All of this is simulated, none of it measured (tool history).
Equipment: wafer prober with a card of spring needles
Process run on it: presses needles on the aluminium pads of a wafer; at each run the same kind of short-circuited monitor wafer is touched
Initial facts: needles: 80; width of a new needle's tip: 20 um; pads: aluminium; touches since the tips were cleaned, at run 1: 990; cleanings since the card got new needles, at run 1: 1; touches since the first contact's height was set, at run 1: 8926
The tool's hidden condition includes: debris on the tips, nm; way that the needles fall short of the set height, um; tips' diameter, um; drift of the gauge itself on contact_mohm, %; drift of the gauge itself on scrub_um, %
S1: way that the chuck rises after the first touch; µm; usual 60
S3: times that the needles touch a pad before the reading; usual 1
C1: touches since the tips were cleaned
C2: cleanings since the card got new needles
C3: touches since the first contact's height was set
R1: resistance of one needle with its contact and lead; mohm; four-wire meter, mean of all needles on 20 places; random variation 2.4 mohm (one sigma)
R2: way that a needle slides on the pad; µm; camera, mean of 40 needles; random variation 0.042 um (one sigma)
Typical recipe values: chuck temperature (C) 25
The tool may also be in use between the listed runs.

Run 1, hour 0.0: usual settings; C1 990; C2 1; C3 8926. Result: R1 285 mohm, R2 8.08 µm.
Run 2, hour 12.6: usual settings but S3 2; C1 6220; C2 1; C3 14156. Result: R1 291 mohm, R2 8.12 µm.
At hour 17.8: tips cleaned on abrasive film.
Run 3, hour 23.4: usual settings but S3 2; C1 2360; C2 2; C3 18632. Result: R1 286 mohm, R2 8.15 µm.
Run 4, hour 32.6: usual settings but S3 2; C1 6179; C2 2; C3 22451. Result: R1 299 mohm, R2 8.17 µm.
At hour 37.7: tips cleaned on abrasive film.
Run 5, hour 45.9: usual settings but chuck temperature (C) 115; C1 3402; C2 3; C3 27918. Result: R1 327 mohm, R2 8.18 µm.
At hour 57.3: tips cleaned on abrasive film.
Run 6, hour 61.3: usual settings but chuck temperature (C) 115; C1 1681; C2 4; C3 34308. Result: R1 310 mohm, R2 8.11 µm.
Run 7, hour 69.7: usual settings but chuck temperature (C) 115; C1 5156; C2 4; C3 37783. Result: R1 321 mohm, R2 8.10 µm.
At hour 76.8: tips cleaned on abrasive film.
Run 8, hour 81.9: usual settings but chuck temperature (C) 115; C1 2136; C2 5; C3 42833. Result: R1 313 mohm, R2 8.16 µm.
At hour 96.1: tips cleaned on abrasive film.
Run 9, hour 99.3: usual settings but chuck temperature (C) 115; C1 1341; C2 6; C3 50004. Result: R1 315 mohm, R2 8.16 µm.
Run 10, hour 112.7: usual settings but chuck temperature (C) 35; C1 6900; C2 6; C3 55563. Result: R1 319 mohm, R2 8.04 µm.
At hour 115.6: tips cleaned on abrasive film.
Run 11, hour 127.4: usual settings but S1 50 µm, chuck temperature (C) 32, S3 3; C1 4903; C2 7; C3 61644. Result: R1 289 mohm, R2 6.76 µm.
At hour 135.7: tips cleaned on abrasive film.
Run 12, hour 139.3: usual settings but S1 50 µm, chuck temperature (C) 32, S3 3; C1 1518; C2 8; C3 66556. Result: R1 279 mohm, R2 6.71 µm.
Run 13, hour 148.9: usual settings but S1 78 µm, chuck temperature (C) 28, S3 3; C1 5516; C2 8; C3 70554. Result: R1 276 mohm, R2 10.50 µm.
At hour 155.2: tips cleaned on abrasive film.
Run 14, hour 163.7: usual settings but S1 57 µm, chuck temperature (C) 31, S3 2; C1 3514; C2 9; C3 76639. Result: R1 297 mohm, R2 7.70 µm.
Run 15, hour 171.1: usual settings but chuck temperature (C) 64; C1 6602; C2 9; C3 79727. Result: R1 317 mohm, R2 8.05 µm.
At hour 174.3: tips cleaned on abrasive film.
Run 16, hour 179.1: usual settings but chuck temperature (C) 64; C1 2006; C2 10; C3 83010. Result: R1 304 mohm, R2 8.11 µm.
At hour 193.6: tips cleaned on abrasive film.
Run 17, hour 194.8: usual settings but chuck temperature (C) 78, S3 2; C1 507; C2 11; C3 89497. Result: R1 289 mohm, R2 8.03 µm.
Run 18, hour 207.9: usual settings but chuck temperature (C) 78, S3 2; C1 5976; C2 11; C3 94966. Result: R1 309 mohm, R2 8.11 µm.
At hour 213.8: tips cleaned on abrasive film.
Run 19, hour 216.6: usual settings but S1 49 µm, chuck temperature (C) 78, S3 2; C1 1141; C2 12; C3 98516. Result: R1 299 mohm, R2 6.52 µm.
Run 20, hour 229.7: usual settings but S1 45 µm, chuck temperature (C) 92, S3 3; C1 6589; C2 12; C3 103964. Result: R1 319 mohm, R2 5.97 µm.

Predict each of these 3 candidate next runs independently; none follows another, all start after run 20:
At hour 233.0: tips cleaned on abrasive film.
Run A, hour 239.2: usual settings but S1 72 µm, chuck temperature (C) 29, S3 2; C1 2567; C2 13; C3 107875. Result: R1 ?, R2 ?.
At hour 233.0: tips cleaned on abrasive film.
Run B, hour 239.2: usual settings but S1 64 µm, chuck temperature (C) 32, S3 2; C1 2567; C2 13; C3 107875. Result: R1 ?, R2 ?.
At hour 233.0: tips cleaned on abrasive film.
Run C, hour 239.2: usual settings but S1 43 µm; C1 2567; C2 13; C3 107875. Result: R1 ?, R2 ?.

run   R1    R2
  A  278  9.61
  B  287  8.59
  C  324  5.76
Without the tool's unlogged condition, the same runs would have read:
run   R1    R2
  A  267  9.76
  B  273  8.75
  C  275  5.91
